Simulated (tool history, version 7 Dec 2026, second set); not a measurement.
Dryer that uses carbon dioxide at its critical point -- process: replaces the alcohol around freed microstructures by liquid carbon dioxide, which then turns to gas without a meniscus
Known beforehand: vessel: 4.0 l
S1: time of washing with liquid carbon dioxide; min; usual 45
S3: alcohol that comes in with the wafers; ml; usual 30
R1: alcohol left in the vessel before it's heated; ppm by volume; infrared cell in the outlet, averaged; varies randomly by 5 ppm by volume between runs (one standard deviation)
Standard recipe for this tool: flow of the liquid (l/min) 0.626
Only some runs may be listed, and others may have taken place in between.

run 1 hour=0 | S1=45 flow_of_the_liquid_(l/min)=0.626 S3=30 | R1=65
run 2 hour=13.2 | S1=45 flow_of_the_liquid_(l/min)=0.918 S3=30 | R1=51
run 3 hour=26.9 | S1=45 flow_of_the_liquid_(l/min)=0.918 S3=30 | R1=57
run 4 hour=43.7 | S1=45 flow_of_the_liquid_(l/min)=0.918 S3=30 | R1=58
run 5 hour=53.1 | S1=45 flow_of_the_liquid_(l/min)=0.918 S3=30 | R1=58
run 6 hour=61.6 | S1=45 flow_of_the_liquid_(l/min)=0.918 S3=30 | R1=55
run 7 hour=77.8 | S1=45 flow_of_the_liquid_(l/min)=0.918 S3=30 | R1=66
run 8 hour=89.8 | S1=45 flow_of_the_liquid_(l/min)=0.391 S3=30 | R1=209
run 9 hour=105 | S1=45 flow_of_the_liquid_(l/min)=0.391 S3=30 | R1=219
run 10 hour=115.8 | S1=45 flow_of_the_liquid_(l/min)=0.626 S3=31 | R1=78
run 11 hour=127.6 | S1=45 flow_of_the_liquid_(l/min)=0.626 S3=31 | R1=85
run 12 hour=140.7 | S1=45 flow_of_the_liquid_(l/min)=0.626 S3=54 | R1=101
run 13 hour=148.3 | S1=45 flow_of_the_liquid_(l/min)=0.626 S3=54 | R1=99
run 14 hour=157.3 | S1=37 flow_of_the_liquid_(l/min)=0.626 S3=30 | R1=119
run 15 hour=166.7 | S1=37 flow_of_the_liquid_(l/min)=0.626 S3=30 | R1=123
run 16 hour=178.6 | S1=37 flow_of_the_liquid_(l/min)=0.626 S3=30 | R1=121
-- hour=182.8 inlet filter changed
run 17 hour=195.5 | S1=45 flow_of_the_liquid_(l/min)=0.626 S3=30 | R1=92
run 18 hour=205 | S1=48 flow_of_the_liquid_(l/min)=0.626 S3=30 | R1=93
run 19 hour=222.6 | S1=48 flow_of_the_liquid_(l/min)=0.626 S3=30 | R1=98
run 20 hour=232.6 | S1=45 flow_of_the_liquid_(l/min)=0.696 S3=30 | R1=91
run 21 hour=243.9 | S1=45 flow_of_the_liquid_(l/min)=0.696 S3=30 | R1=101
run 22 hour=260 | S1=45 flow_of_the_liquid_(l/min)=0.696 S3=30 | R1=94
run 23 hour=275.9 | S1=45 flow_of_the_liquid_(l/min)=0.801 S3=30 | R1=89
run 24 hour=286.1 | S1=28 flow_of_the_liquid_(l/min)=0.537 S3=55 | R1=468
run 25 hour=300.4 | S1=28 flow_of_the_liquid_(l/min)=0.537 S3=55 | R1=498
run 26 hour=312.1 | S1=46 flow_of_the_liquid_(l/min)=0.959 S3=120 | R1=102
run 27 hour=326.2 | S1=38 flow_of_the_liquid_(l/min)=0.626 S3=84 | R1=176
run 28 hour=334.6 | S1=38 flow_of_the_liquid_(l/min)=0.626 S3=84 | R1=178
run 29 hour=349.8 | S1=32 flow_of_the_liquid_(l/min)=0.651 S3=84 | R1=239
run 30 hour=366.9 | S1=32 flow_of_the_liquid_(l/min)=0.651 S3=84 | R1=252
run 31 hour=374 | S1=45 flow_of_the_liquid_(l/min)=0.847 S3=51 | R1=118
run 32 hour=385 | S1=45 flow_of_the_liquid_(l/min)=0.847 S3=51 | R1=124

The next listed run, before its measurement:
run 33 hour=392.7 | S1=52 flow_of_the_liquid_(l/min)=0.698 S3=51 | R1=?

For run 33 the tool returned R1 123 ppm by volume.
If the tool had no hidden condition, the same run with the same run-to-run variation would have returned R1 8 ppm by volume.

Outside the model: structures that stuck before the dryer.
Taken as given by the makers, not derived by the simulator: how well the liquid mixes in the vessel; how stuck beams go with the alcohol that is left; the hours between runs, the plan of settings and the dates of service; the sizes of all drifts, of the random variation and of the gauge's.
